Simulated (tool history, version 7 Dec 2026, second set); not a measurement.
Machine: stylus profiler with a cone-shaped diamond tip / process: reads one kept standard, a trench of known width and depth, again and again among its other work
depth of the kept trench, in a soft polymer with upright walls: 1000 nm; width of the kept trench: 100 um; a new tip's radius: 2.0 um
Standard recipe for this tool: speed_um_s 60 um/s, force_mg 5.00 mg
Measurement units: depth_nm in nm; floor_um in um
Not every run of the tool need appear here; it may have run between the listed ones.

run,hour,speed_um_s,force_mg,depth_nm,floor_um
1,0.0,60,5.00,1029.65,96.05
2,82.7,183,5.00,1029.97,95.72
3,206.5,60,2.58,1020.61,95.97
4,312.6,60,4.46,1028.53,96.02
5,417.8,60,5.00,1030.58,95.97
6,499.3,60,5.00,1030.84,95.86
7,591.8,17,5.00,1031.19,96.01
8,696.1,17,5.00,1031.55,95.98
9,759.9,17,5.00,1031.22,95.96
10,875.5,130,2.20,1019.70,95.39
11,990.6,26,14.10,1059.52,95.92
12,1115.0,27,7.66,1041.57,95.81
13,1227.9,183,9.34,1047.28,95.47
14,1303.0,191,11.98,1055.09,95.42
15,1414.9,96,11.98,1055.41,95.59
16,1468.4,69,3.07,1025.13,95.54
17,1593.3,69,3.07,1025.44,95.44
18,1687.3,29,2.40,1022.91,95.55

Below are 4 alternative next runs, each starting from the tool's condition after run 18. Predict each:
A,1786.9,23,2.40,?,?
B,1786.9,173,6.64,?,?
C,1786.9,60,2.40,?,?
D,1786.9,16,2.40,?,?

run,depth_nm,floor_um
A,1022.82,95.55
B,1039.97,95.23
C,1023.32,95.38
D,1023.81,95.58
Stripped of hidden state, with their random variation kept, the same runs would have yielded:
run,depth_nm,floor_um
A,1016.40,96.43
B,1033.44,96.11
C,1016.89,96.25
D,1017.38,96.45

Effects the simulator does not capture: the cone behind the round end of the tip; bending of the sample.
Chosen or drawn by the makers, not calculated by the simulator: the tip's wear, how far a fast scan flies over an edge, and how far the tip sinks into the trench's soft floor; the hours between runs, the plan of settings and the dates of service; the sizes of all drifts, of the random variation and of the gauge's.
